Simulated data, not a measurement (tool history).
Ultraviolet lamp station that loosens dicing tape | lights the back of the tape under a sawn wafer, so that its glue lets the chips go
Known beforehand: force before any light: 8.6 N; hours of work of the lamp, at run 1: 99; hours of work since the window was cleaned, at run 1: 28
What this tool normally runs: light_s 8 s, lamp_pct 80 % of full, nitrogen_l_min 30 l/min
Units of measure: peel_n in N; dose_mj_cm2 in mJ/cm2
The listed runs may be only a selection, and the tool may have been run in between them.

run    day  light_s  lamp_pct  nitrogen_l_min  hours of work of the lamp  hours of work since the window was cleaned  peel_n  dose_mj_cm2
  1      0        8        80              30                         99                                          28   0.248          461
  2  0.308        8        80              30                        103                                          33   0.247          462
  3  0.646        8        80              30                        109                                          38   0.255          457
  4  0.912        8        63              30                        113                                          43   0.356          364
  5  1.292        8        63              30                        119                                          49   0.349          364
  6  1.575        8        63              30                        124                                          53   0.356          364
  7  2.033        9        86              20                        131                                          60   0.244          556
  8  2.283        5        70              30                        135                                          64   0.764          251
  9  2.642       14        96              46                        141                                          70    0.19          958

Expected results for the next run?
 10  3.046       13        80              59                        147                                          76       ?            ?

peel_n: 0.19 N
dose_mj_cm2: 754 mJ/cm2
With the hidden condition absent and the run-to-run variation left alone, this run would have shown peel_n 0.19 N, dose_mj_cm2 755 mJ/cm2.
